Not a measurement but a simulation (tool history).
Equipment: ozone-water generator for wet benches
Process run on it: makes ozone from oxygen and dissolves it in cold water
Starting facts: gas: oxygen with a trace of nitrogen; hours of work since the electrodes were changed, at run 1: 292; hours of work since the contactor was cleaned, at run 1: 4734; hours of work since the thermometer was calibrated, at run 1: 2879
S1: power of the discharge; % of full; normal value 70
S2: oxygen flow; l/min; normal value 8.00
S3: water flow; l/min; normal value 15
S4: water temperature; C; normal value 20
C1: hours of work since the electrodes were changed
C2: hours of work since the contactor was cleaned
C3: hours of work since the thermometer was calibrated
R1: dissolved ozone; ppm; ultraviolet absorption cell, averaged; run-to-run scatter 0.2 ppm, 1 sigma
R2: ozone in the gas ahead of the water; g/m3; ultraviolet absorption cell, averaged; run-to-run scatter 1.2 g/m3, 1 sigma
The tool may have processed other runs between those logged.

run 1 hour=0.0 | S1=70 S2=8.00 S3=15 S4=20 | C1=292 C2=4734 C3=2879 | R1=27.8 R2=214.4
run 2 hour=72.4 | S1=70 S2=8.00 S3=15 S4=20 | C1=336 C2=4778 C3=2923 | R1=28.0 R2=214.4
run 3 hour=117.5 | S1=70 S2=8.00 S3=15 S4=20 | C1=364 C2=4806 C3=2951 | R1=27.8 R2=211.4
run 4 hour=165.1 | S1=70 S2=8.00 S3=15 S4=20 | C1=393 C2=4835 C3=2980 | R1=28.2 R2=212.9
run 5 hour=222.1 | S1=70 S2=8.00 S3=15 S4=20 | C1=428 C2=4870 C3=3015 | R1=27.5 R2=214.7
run 6 hour=293.0 | S1=70 S2=8.00 S3=15 S4=20 | C1=471 C2=4913 C3=3058 | R1=27.9 R2=215.1
run 7 hour=338.2 | S1=70 S2=8.00 S3=16 S4=20 | C1=499 C2=4941 C3=3086 | R1=27.1 R2=213.7
run 8 hour=386.8 | S1=70 S2=8.00 S3=16 S4=20 | C1=529 C2=4970 C3=3116 | R1=26.5 R2=213.6
run 9 hour=457.8 | S1=70 S2=8.00 S3=16 S4=20 | C1=572 C2=5014 C3=3159 | R1=26.6 R2=213.2
run 10 hour=517.9 | S1=70 S2=8.00 S3=15 S4=20 | C1=609 C2=5051 C3=3196 | R1=27.8 R2=209.6
run 11 hour=555.3 | S1=70 S2=8.00 S3=15 S4=20 | C1=632 C2=5073 C3=3219 | R1=27.9 R2=210.8
run 12 hour=640.6 | S1=43 S2=8.00 S3=15 S4=20 | C1=684 C2=5126 C3=3271 | R1=19.3 R2=145.9
run 13 hour=725.4 | S1=43 S2=8.00 S3=15 S4=20 | C1=736 C2=5177 C3=3323 | R1=19.1 R2=144.7
run 14 hour=807.4 | S1=43 S2=8.00 S3=15 S4=20 | C1=786 C2=5228 C3=3373 | R1=19.3 R2=143.7
run 15 hour=880.6 | S1=43 S2=8.00 S3=15 S4=20 | C1=831 C2=5272 C3=3418 | R1=19.0 R2=146.0
run 16 hour=920.7 | S1=70 S2=8.00 S3=15 S4=27 | C1=855 C2=5297 C3=3442 | R1=24.1 R2=212.3
run 17 hour=963.1 | S1=48 S2=14.37 S3=14 S4=23 | C1=881 C2=5323 C3=3468 | R1=16.2 R2=106.6
run 18 hour=1006.6 | S1=55 S2=14.37 S3=14 S4=23 | C1=908 C2=5349 C3=3495 | R1=17.8 R2=118.6
run 19 hour=1087.2 | S1=79 S2=4.35 S3=24 S4=23 | C1=957 C2=5399 C3=3544 | R1=21.3 R2=349.8
run 20 hour=1149.2 | S1=70 S2=8.00 S3=12 S4=17 | C1=995 C2=5437 C3=3582 | R1=34.9 R2=212.2
run 21 hour=1199.6 | S1=100 S2=6.28 S3=15 S4=20 | C1=1026 C2=5467 C3=3613 | R1=39.2 R2=326.7
run 22 hour=1254.6 | S1=100 S2=6.28 S3=15 S4=20 | C1=1059 C2=5501 C3=3646 | R1=39.5 R2=330.0
run 23 hour=1323.8 | S1=76 S2=12.20 S3=13 S4=17 | C1=1102 C2=5543 C3=3689 | R1=30.3 R2=171.1
run 24 hour=1411.2 | S1=63 S2=9.62 S3=14 S4=26 | C1=1155 C2=5597 C3=3742 | R1=22.0 R2=174.2
run 25 hour=1464.8 | S1=63 S2=9.62 S3=14 S4=26 | C1=1188 C2=5630 C3=3775 | R1=22.0 R2=173.8
run 26 hour=1538.4 | S1=63 S2=9.62 S3=24 S4=26 | C1=1233 C2=5675 C3=3820 | R1=14.9 R2=173.5
run 27 hour=1580.7 | S1=63 S2=4.49 S3=15 S4=13 | C1=1259 C2=5700 C3=3846 | R1=32.5 R2=285.1
run 28 hour=1659.5 | S1=43 S2=4.49 S3=15 S4=21 | C1=1307 C2=5749 C3=3894 | R1=21.4 R2=211.3
run 29 hour=1752.1 | S1=75 S2=8.00 S3=11 S4=24 | C1=1363 C2=5805 C3=3951 | R1=32.6 R2=224.8
-- hour=1766.9 water thermometer calibrated
run 30 hour=1837.9 | S1=96 S2=8.00 S3=15 S4=20 | C1=1416 C2=5857 C3=43 | R1=35.4 R2=272.1
run 31 hour=1903.4 | S1=96 S2=8.00 S3=12 S4=20 | C1=1456 C2=5897 C3=83 | R1=41.6 R2=273.5
run 32 hour=1990.3 | S1=52 S2=9.14 S3=11 S4=26 | C1=1509 C2=5951 C3=137 | R1=22.2 R2=154.5

Predict each of these 3 candidate next runs independently; none follows another, all start after run 32:
run A hour=2070.1 | S1=52 S2=9.14 S3=9 S4=26 | C1=1558 C2=5999 C3=185 | R1=? R2=?
run B hour=2070.1 | S1=66 S2=8.00 S3=22 S4=21 | C1=1558 C2=5999 C3=185 | R1=? R2=?
run C hour=2070.1 | S1=71 S2=9.14 S3=16 S4=24 | C1=1558 C2=5999 C3=185 | R1=? R2=?

run=A R1=24.6 R2=155.1
run=B R1=19.4 R2=203.0
run=C R1=23.4 R2=195.6
Had the tool no hidden state, the same runs would have come out as:
run=A R1=24.6 R2=155.2
run=B R1=19.4 R2=203.1
run=C R1=23.4 R2=195.7

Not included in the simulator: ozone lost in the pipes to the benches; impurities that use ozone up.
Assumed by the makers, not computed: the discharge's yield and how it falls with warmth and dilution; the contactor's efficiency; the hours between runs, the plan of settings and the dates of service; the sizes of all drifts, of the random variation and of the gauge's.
